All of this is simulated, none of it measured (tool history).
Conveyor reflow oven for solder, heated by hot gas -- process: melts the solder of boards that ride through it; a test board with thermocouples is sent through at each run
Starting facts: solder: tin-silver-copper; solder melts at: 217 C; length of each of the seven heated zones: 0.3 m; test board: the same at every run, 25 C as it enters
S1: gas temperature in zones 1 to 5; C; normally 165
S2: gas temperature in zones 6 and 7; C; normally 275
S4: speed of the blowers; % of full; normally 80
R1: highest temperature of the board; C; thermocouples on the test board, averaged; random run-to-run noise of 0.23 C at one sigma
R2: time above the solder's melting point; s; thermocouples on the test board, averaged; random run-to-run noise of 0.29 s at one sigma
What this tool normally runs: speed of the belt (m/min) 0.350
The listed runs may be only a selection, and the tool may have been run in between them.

{"run": 1, "day": 0.0, "S1": 165, "S2": 275, "speed of the belt (m/min)": 0.35, "S4": 80, "R1": 259.4, "R2": 82.3}
{"run": 2, "day": 1.15, "S1": 165, "S2": 275, "speed of the belt (m/min)": 0.35, "S4": 80, "R1": 259.4, "R2": 82.5}
{"run": 3, "day": 2.821, "S1": 165, "S2": 275, "speed of the belt (m/min)": 0.35, "S4": 80, "R1": 258.9, "R2": 82.1}
{"run": 4, "day": 5.175, "S1": 165, "S2": 275, "speed of the belt (m/min)": 0.35, "S4": 80, "R1": 259.3, "R2": 82.0}
{"day": 7.238, "done": "flux residue cleaned out of gas plates and filters"}
{"run": 5, "day": 7.608, "S1": 165, "S2": 275, "speed of the belt (m/min)": 0.41, "S4": 80, "R1": 254.4, "R2": 65.6}
{"run": 6, "day": 8.808, "S1": 165, "S2": 275, "speed of the belt (m/min)": 0.35, "S4": 80, "R1": 259.5, "R2": 83.2}
{"run": 7, "day": 10.833, "S1": 165, "S2": 275, "speed of the belt (m/min)": 0.35, "S4": 80, "R1": 259.5, "R2": 82.4}
{"run": 8, "day": 11.979, "S1": 165, "S2": 275, "speed of the belt (m/min)": 0.35, "S4": 80, "R1": 259.1, "R2": 83.1}
{"run": 9, "day": 13.571, "S1": 165, "S2": 275, "speed of the belt (m/min)": 0.35, "S4": 80, "R1": 259.0, "R2": 82.3}
{"run": 10, "day": 15.967, "S1": 165, "S2": 275, "speed of the belt (m/min)": 0.301, "S4": 80, "R1": 263.1, "R2": 101.2}
{"run": 11, "day": 18.075, "S1": 165, "S2": 275, "speed of the belt (m/min)": 0.342, "S4": 80, "R1": 259.8, "R2": 85.4}
{"run": 12, "day": 19.879, "S1": 165, "S2": 275, "speed of the belt (m/min)": 0.342, "S4": 80, "R1": 259.3, "R2": 85.0}
{"run": 13, "day": 20.942, "S1": 169, "S2": 275, "speed of the belt (m/min)": 0.35, "S4": 80, "R1": 259.3, "R2": 84.4}
{"run": 14, "day": 22.792, "S1": 169, "S2": 275, "speed of the belt (m/min)": 0.35, "S4": 80, "R1": 259.3, "R2": 84.7}
{"run": 15, "day": 24.188, "S1": 169, "S2": 275, "speed of the belt (m/min)": 0.35, "S4": 80, "R1": 259.1, "R2": 84.3}
{"run": 16, "day": 25.833, "S1": 169, "S2": 275, "speed of the belt (m/min)": 0.35, "S4": 80, "R1": 258.6, "R2": 83.7}
{"day": 26.742, "done": "flux residue cleaned out of gas plates and filters"}
{"run": 17, "day": 27.829, "S1": 176, "S2": 265, "speed of the belt (m/min)": 0.35, "S4": 89, "R1": 253.1, "R2": 83.6}
{"run": 18, "day": 29.358, "S1": 165, "S2": 275, "speed of the belt (m/min)": 0.296, "S4": 60, "R1": 261.1, "R2": 100.9}
{"run": 19, "day": 30.608, "S1": 165, "S2": 275, "speed of the belt (m/min)": 0.296, "S4": 60, "R1": 261.3, "R2": 101.3}
{"run": 20, "day": 32.508, "S1": 165, "S2": 267, "speed of the belt (m/min)": 0.405, "S4": 59, "R1": 243.3, "R2": 54.3}
{"day": 32.792, "done": "belt drive overhauled, speed set with a stopwatch"}
{"run": 21, "day": 34.108, "S1": 165, "S2": 267, "speed of the belt (m/min)": 0.299, "S4": 59, "R1": 253.0, "R2": 94.6}
{"run": 22, "day": 35.95, "S1": 156, "S2": 275, "speed of the belt (m/min)": 0.35, "S4": 71, "R1": 256.5, "R2": 78.3}
{"run": 23, "day": 38.329, "S1": 156, "S2": 275, "speed of the belt (m/min)": 0.369, "S4": 74, "R1": 255.1, "R2": 72.6}
{"run": 24, "day": 39.792, "S1": 165, "S2": 284, "speed of the belt (m/min)": 0.35, "S4": 80, "R1": 266.9, "R2": 91.0}
{"run": 25, "day": 40.95, "S1": 151, "S2": 284, "speed of the belt (m/min)": 0.35, "S4": 80, "R1": 265.1, "R2": 84.3}
{"day": 41.292, "done": "thermocouples of zones 6 and 7 changed"}
{"run": 26, "day": 42.346, "S1": 165, "S2": 286, "speed of the belt (m/min)": 0.325, "S4": 51, "R1": 267.7, "R2": 97.4}
{"day": 43.642, "done": "belt drive overhauled, speed set with a stopwatch, once more"}
{"run": 27, "day": 43.892, "S1": 165, "S2": 273, "speed of the belt (m/min)": 0.411, "S4": 89, "R1": 252.5, "R2": 61.1}
{"run": 28, "day": 45.242, "S1": 165, "S2": 273, "speed of the belt (m/min)": 0.411, "S4": 89, "R1": 252.6, "R2": 61.6}
{"day": 46.608, "done": "flux residue cleaned out of gas plates and filters"}
{"run": 29, "day": 46.958, "S1": 165, "S2": 273, "speed of the belt (m/min)": 0.364, "S4": 59, "R1": 252.7, "R2": 69.3}

Some steps in R1, run to run, broken into two amounts with sign: the step expected even without the hidden condition (settings, incoming material, random variation), and the rest, left for the hidden condition together with whatever gauge scatter is not in both the measured and the hidden-condition-free result:
The hidden state here: heat that the gas passes to the board, % of a clean oven's; belt's true speed, % of the reading; true gas temperature in zones 6 and 7 over the reading, C; drift of the gauge itself on peak_c, C; drift of the gauge itself on liquid_s, %.
Run 19 -> 20: S2 275 -> 267, speed of the belt (m/min) 0.296 -> 0.405, S4 60 -> 59. R1 -18.0 C: hidden state +0.2, all else -18.2.
Run 25 -> 26: S1 151 -> 165, S2 284 -> 286, speed of the belt (m/min) 0.350 -> 0.325, S4 80 -> 51, thermocouples of zones 6 and 7 changed. R1 +2.6 C: hidden state +2.6, all else +0.0.
Run 26 -> 27: S2 286 -> 273, speed of the belt (m/min) 0.325 -> 0.411, S4 51 -> 89, belt drive overhauled, speed set with a stopwatch, once more. R1 -15.2 C: hidden state -3.1, all else -12.1.
